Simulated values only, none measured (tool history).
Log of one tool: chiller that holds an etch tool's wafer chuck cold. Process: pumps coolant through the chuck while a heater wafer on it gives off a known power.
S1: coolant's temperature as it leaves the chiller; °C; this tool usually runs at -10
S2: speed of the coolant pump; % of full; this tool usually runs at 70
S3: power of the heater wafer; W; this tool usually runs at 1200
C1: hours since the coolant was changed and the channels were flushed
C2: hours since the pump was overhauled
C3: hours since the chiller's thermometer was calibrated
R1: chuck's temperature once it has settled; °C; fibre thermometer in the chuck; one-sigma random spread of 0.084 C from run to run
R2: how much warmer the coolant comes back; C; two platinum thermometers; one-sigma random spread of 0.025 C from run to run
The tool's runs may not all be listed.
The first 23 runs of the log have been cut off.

{"run": 24, "hour": 576.1, "S1": -16, "S2": 62, "S3": 778, "C1": 2472, "C2": 785, "C3": 1670, "R1": -5.55, "R2": 4.16}
{"run": 25, "hour": 612.6, "S1": -16, "S2": 62, "S3": 778, "C1": 2508, "C2": 821, "C3": 1707, "R1": -5.54, "R2": 4.16}
{"run": 26, "hour": 641.0, "S1": -16, "S2": 79, "S3": 1514, "C1": 2537, "C2": 850, "C3": 1735, "R1": 1.57, "R2": 6.3}
{"run": 27, "hour": 675.7, "S1": -16, "S2": 79, "S3": 1514, "C1": 2571, "C2": 884, "C3": 1770, "R1": 1.59, "R2": 6.31}
{"run": 28, "hour": 698.6, "S1": -18, "S2": 79, "S3": 1514, "C1": 2594, "C2": 907, "C3": 1793, "R1": -0.39, "R2": 6.35}
{"run": 29, "hour": 722.3, "S1": -18, "S2": 79, "S3": 1514, "C1": 2618, "C2": 931, "C3": 1817, "R1": -0.3, "R2": 6.35}
{"run": 30, "hour": 740.5, "S1": -18, "S2": 79, "S3": 737, "C1": 2636, "C2": 949, "C3": 1835, "R1": -9.32, "R2": 3.1}
{"run": 31, "hour": 758.0, "S1": -5, "S2": 94, "S3": 1200, "C1": 2654, "C2": 966, "C3": 1852, "R1": 7.8, "R2": 4.22}

What if the next run were any one of these 5? Each begins from the tool's condition after run 31:
{"run": "A", "hour": 773.5, "S1": -19, "S2": 94, "S3": 1263, "C1": 2669, "C2": 982, "C3": 1868, "R1": "?", "R2": "?"}
{"run": "B", "hour": 773.5, "S1": -17, "S2": 70, "S3": 768, "C1": 2669, "C2": 982, "C3": 1868, "R1": "?", "R2": "?"}
{"run": "C", "hour": 773.5, "S1": -12, "S2": 90, "S3": 1076, "C1": 2669, "C2": 982, "C3": 1868, "R1": "?", "R2": "?"}
{"run": "D", "hour": 773.5, "S1": -6, "S2": 65, "S3": 760, "C1": 2669, "C2": 982, "C3": 1868, "R1": "?", "R2": "?"}
{"run": "E", "hour": 773.5, "S1": -10, "S2": 87, "S3": 819, "C1": 2669, "C2": 982, "C3": 1868, "R1": "?", "R2": "?"}

run=A R1=-5.51 R2=4.45
run=B R1=-7.2 R2=3.61
run=C R1=-0.18 R2=3.91
run=D R1=4.1 R2=3.88
run=E R1=-0.74 R2=3.1
What these runs would have given with no unlogged condition in the tool:
run=A R1=-6.59 R2=4.38
run=B R1=-8.05 R2=3.55
run=C R1=-1.16 R2=3.85
run=D R1=3.24 R2=3.82
run=E R1=-1.57 R2=3.05
